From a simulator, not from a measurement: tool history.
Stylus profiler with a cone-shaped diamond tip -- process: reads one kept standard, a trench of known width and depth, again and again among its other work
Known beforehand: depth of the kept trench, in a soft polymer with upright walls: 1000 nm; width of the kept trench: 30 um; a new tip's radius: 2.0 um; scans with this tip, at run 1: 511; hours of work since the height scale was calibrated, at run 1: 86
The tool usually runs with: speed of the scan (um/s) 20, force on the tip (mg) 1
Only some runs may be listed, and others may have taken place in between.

run	day	speed of the scan (um/s)	force on the tip (mg)	scans with this tip	hours of work since the height scale was calibrated	depth of the trench (Å)	width of the trench's floor (µm)
1	0	20	1	511	86	10085	26.46
2	0.471	20	1	556	93	10085.8	26.47
3	1.242	20	1	629	105	10082.6	26.4
4	1.742	20	1	676	113	10084.6	26.43
5	2.592	20	1	757	127	10080.1	26.41
6	3.625	20	1	855	143	10080.9	26.42
7	4.167	20	1	907	152	10080.6	26.42
8	4.883	20	1.42	974	163	10101.5	26.34
9	5.712	20	1.42	1053	176	10098.2	26.42
10	6.588	20	1.42	1137	190	10104.2	26.36
11	7.683	20	1.42	1241	208	10101.5	26.29
12	8.471	17	1.42	1315	220	10098.7	26.31
13	9.354	17	1.42	1399	234	10103.5	26.35
14	9.967	17	1.42	1457	244	10101.3	26.31
15	10.804	17	1.42	1537	257	10096.9	26.29
16	11.438	17	1.42	1597	268	10098.9	26.26
17	12.396	17	1.42	1688	283	10098.1	26.28
18	13.154	59	1.42	1760	295	10104.3	26.09
19	14.138	59	1.42	1853	310	10094.5	26.11
20	14.846	59	1.42	1920	322	10094.6	26.06
# day 14.942: height scale calibrated on a step standard
21	15.912	59	1.42	2020	15	10086.6	26.07
22	16.4	59	1.42	2066	23	10087.4	26.03
# day 17.138: height scale calibrated on a step standard, once more
23	17.162	73	1.79	2136	0	10131.3	26.07
24	17.808	73	1.79	2198	11	10131.6	26.08
25	18.85	6	1.94	2296	27	10139.6	26.18
26	19.825	46	1	2389	43	10087.4	26.04
27	20.908	17	0.84	2492	60	10077.8	26.08
28	21.654	17	0.84	2563	72	10080	26.08
29	22.279	27	1.46	2622	82	10113	26.09
30	23.067	59	1.48	2697	94	10114.5	25.99
31	23.888	10	2.67	2775	107	10170	26.11
32	24.721	10	2.67	2854	121	10167.2	26.07
33	25.358	10	2.44	2914	131	10154.6	26.07
34	26.029	41	0.34	2978	141	10037.5	25.89
35	26.725	41	0.34	3044	152	10037.9	25.85
36	27.521	41	0.34	3120	165	10039.2	25.84
37	28.317	11	0.39	3195	178	10043.1	26.03
38	29.279	18	2.87	3287	193	10174.9	25.97
39	29.888	15	0.82	3344	203	10069.6	25.96
40	30.642	18	1.17	3416	215	10086.3	25.97
41	31.629	46	0.48	3510	230	10042.9	25.75
42	32.746	46	0.48	3616	248	10043.8	25.75
43	33.721	7	0.48	3708	264	10043.7	25.9

Consider 5 possible next runs. They are alternatives, not a sequence: every one starts from the tool as it was left by run 43. What does each give?
A	34.567	66	1.73	3789	277	?	?
B	34.567	57	0.85	3789	277	?	?
C	34.567	32	2.44	3789	277	?	?
D	34.567	43	1.99	3789	277	?	?
E	34.567	17	1	3789	277	?	?

run	depth of the trench (Å)	width of the trench's floor (µm)
A	10118.1	25.76
B	10069.4	25.73
C	10152.9	25.83
D	10128.2	25.83
E	10080.2	25.92
The same runs, with their run-to-run variation unchanged, on a tool lacking any hidden condition would have given:
run	depth of the trench (Å)	width of the trench's floor (µm)
A	10129.1	26.36
B	10080.3	26.34
C	10163.9	26.43
D	10139.2	26.43
E	10091.1	26.52
